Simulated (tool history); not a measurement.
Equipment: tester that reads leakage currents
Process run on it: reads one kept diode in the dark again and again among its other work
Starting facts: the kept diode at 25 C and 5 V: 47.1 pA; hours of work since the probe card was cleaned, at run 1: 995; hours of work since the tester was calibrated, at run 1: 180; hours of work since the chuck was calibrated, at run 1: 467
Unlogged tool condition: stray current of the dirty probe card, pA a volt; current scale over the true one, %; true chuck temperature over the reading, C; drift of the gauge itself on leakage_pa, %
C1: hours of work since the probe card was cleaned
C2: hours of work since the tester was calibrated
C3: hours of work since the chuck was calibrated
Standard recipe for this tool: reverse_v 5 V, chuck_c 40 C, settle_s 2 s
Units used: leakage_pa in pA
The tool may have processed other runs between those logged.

run 1 day=0 | reverse_v=5 chuck_c=40 settle_s=2 | C1=995 C2=180 C3=467 | leakage_pa=134.69
run 2 day=1.846 | reverse_v=5 chuck_c=40 settle_s=2 | C1=1025 C2=210 C3=498 | leakage_pa=135.18
run 3 day=3.417 | reverse_v=5 chuck_c=40 settle_s=2 | C1=1051 C2=236 C3=523 | leakage_pa=134.4
run 4 day=4.788 | reverse_v=5 chuck_c=40 settle_s=1.25 | C1=1073 C2=259 C3=546 | leakage_pa=134.07
run 5 day=6.079 | reverse_v=5 chuck_c=40 settle_s=8.37 | C1=1095 C2=280 C3=567 | leakage_pa=133.65
run 6 day=8.083 | reverse_v=5 chuck_c=40 settle_s=2 | C1=1128 C2=313 C3=600 | leakage_pa=134.09
run 7 day=9.971 | reverse_v=4.12 chuck_c=40 settle_s=2 | C1=1159 C2=344 C3=631 | leakage_pa=121.32
run 8 day=11.167 | reverse_v=4.12 chuck_c=40 settle_s=2 | C1=1178 C2=364 C3=651 | leakage_pa=120.44
run 9 day=12.554 | reverse_v=4.12 chuck_c=40 settle_s=2 | C1=1201 C2=386 C3=673 | leakage_pa=121.04
run 10 day=13.467 | reverse_v=4.12 chuck_c=40 settle_s=2 | C1=1216 C2=401 C3=689 | leakage_pa=120.49
run 11 day=15.125 | reverse_v=5 chuck_c=40 settle_s=2 | C1=1243 C2=429 C3=716 | leakage_pa=131.74
run 12 day=16.242 | reverse_v=5 chuck_c=40 settle_s=2 | C1=1262 C2=447 C3=734 | leakage_pa=131.7
run 13 day=17.808 | reverse_v=5 chuck_c=40 settle_s=2 | C1=1287 C2=473 C3=760 | leakage_pa=131.47
-- day=19.508 chuck's temperature calibrated
run 14 day=19.879 | reverse_v=2.02 chuck_c=40 settle_s=2 | C1=1320 C2=505 C3=6 | leakage_pa=96.16
run 15 day=20.775 | reverse_v=5 chuck_c=40 settle_s=2 | C1=1335 C2=520 C3=21 | leakage_pa=147.66
run 16 day=21.771 | reverse_v=5 chuck_c=40 settle_s=2 | C1=1351 C2=536 C3=37 | leakage_pa=147.03
run 17 day=23.717 | reverse_v=5 chuck_c=40 settle_s=2 | C1=1383 C2=568 C3=69 | leakage_pa=146.69
-- day=25.45 probe card cleaned and baked
run 18 day=25.45 | reverse_v=5 chuck_c=40 settle_s=2 | C1=0 C2=595 C3=96 | leakage_pa=138.13
run 19 day=26.85 | reverse_v=5 chuck_c=40 settle_s=2 | C1=23 C2=618 C3=119 | leakage_pa=138.67
run 20 day=27.967 | reverse_v=5 chuck_c=40 settle_s=2 | C1=41 C2=636 C3=137 | leakage_pa=138.03
run 21 day=29.8 | reverse_v=2.9 chuck_c=35 settle_s=8.82 | C1=71 C2=666 C3=167 | leakage_pa=75.75
run 22 day=31.617 | reverse_v=2.9 chuck_c=35 settle_s=8.82 | C1=101 C2=696 C3=197 | leakage_pa=75.17
run 23 day=33.379 | reverse_v=5.75 chuck_c=21 settle_s=2.99 | C1=130 C2=725 C3=226 | leakage_pa=36.19
run 24 day=34.583 | reverse_v=5.75 chuck_c=56 settle_s=0.34 | C1=150 C2=745 C3=246 | leakage_pa=417.49
run 25 day=36.458 | reverse_v=5.75 chuck_c=23 settle_s=3.76 | C1=181 C2=776 C3=276 | leakage_pa=42.21
run 26 day=37.358 | reverse_v=15.64 chuck_c=33 settle_s=6.69 | C1=196 C2=790 C3=291 | leakage_pa=139.83
run 27 day=39.258 | reverse_v=15.64 chuck_c=33 settle_s=6.69 | C1=227 C2=821 C3=322 | leakage_pa=139.23
run 28 day=40.467 | reverse_v=15.64 chuck_c=59 settle_s=6.69 | C1=247 C2=841 C3=342 | leakage_pa=783.19
run 29 day=41.625 | reverse_v=15.24 chuck_c=59 settle_s=0.83 | C1=266 C2=860 C3=361 | leakage_pa=771.47
run 30 day=43.288 | reverse_v=15.24 chuck_c=51 settle_s=9.85 | C1=293 C2=888 C3=389 | leakage_pa=461.41
run 31 day=45.254 | reverse_v=9.28 chuck_c=28 settle_s=2.14 | C1=325 C2=920 C3=421 | leakage_pa=76.17
run 32 day=46.346 | reverse_v=9.28 chuck_c=28 settle_s=2.14 | C1=343 C2=938 C3=439 | leakage_pa=75.94
run 33 day=47.65 | reverse_v=2.55 chuck_c=22 settle_s=2 | C1=365 C2=959 C3=460 | leakage_pa=26.48
run 34 day=49.333 | reverse_v=2.55 chuck_c=22 settle_s=2 | C1=392 C2=987 C3=488 | leakage_pa=26.34
run 35 day=50.396 | reverse_v=3.87 chuck_c=42 settle_s=6.45 | C1=410 C2=1004 C3=505 | leakage_pa=135.02
run 36 day=52.442 | reverse_v=14.75 chuck_c=47 settle_s=2 | C1=443 C2=1038 C3=539 | leakage_pa=345.4
run 37 day=54.046 | reverse_v=1.82 chuck_c=22 settle_s=1.27 | C1=470 C2=1064 C3=565 | leakage_pa=22.38
run 38 day=55.579 | reverse_v=1.82 chuck_c=22 settle_s=1.27 | C1=495 C2=1090 C3=590 | leakage_pa=22.31
run 39 day=57.417 | reverse_v=12.71 chuck_c=22 settle_s=1.53 | C1=525 C2=1120 C3=621 | leakage_pa=58.69

For some of the steps in leakage_pa from one run to the next: how much would appear even if the tool had no hidden state, given the settings, what came in and random variation, and how much remains for the hidden state plus any gauge scatter that the measured result and the result without hidden state don't share?
Run 23 -> 24: chuck_c 21 -> 56, settle_s 2.99 -> 0.34. leakage_pa +381.3 pA: hidden state -14.07, all else +395.37.
Run 27 -> 28: chuck_c 33 -> 59. leakage_pa +643.96 pA: hidden state -32.36, all else +676.32.
Run 30 -> 31: reverse_v 15.24 -> 9.28, chuck_c 51 -> 28, settle_s 9.85 -> 2.14. leakage_pa -385.24 pA: hidden state +21.23, all else -406.47.
Run 36 -> 37: reverse_v 14.75 -> 1.82, chuck_c 47 -> 22, settle_s 2 -> 1.27. leakage_pa -323.02 pA: hidden state +21.6, all else -344.62.
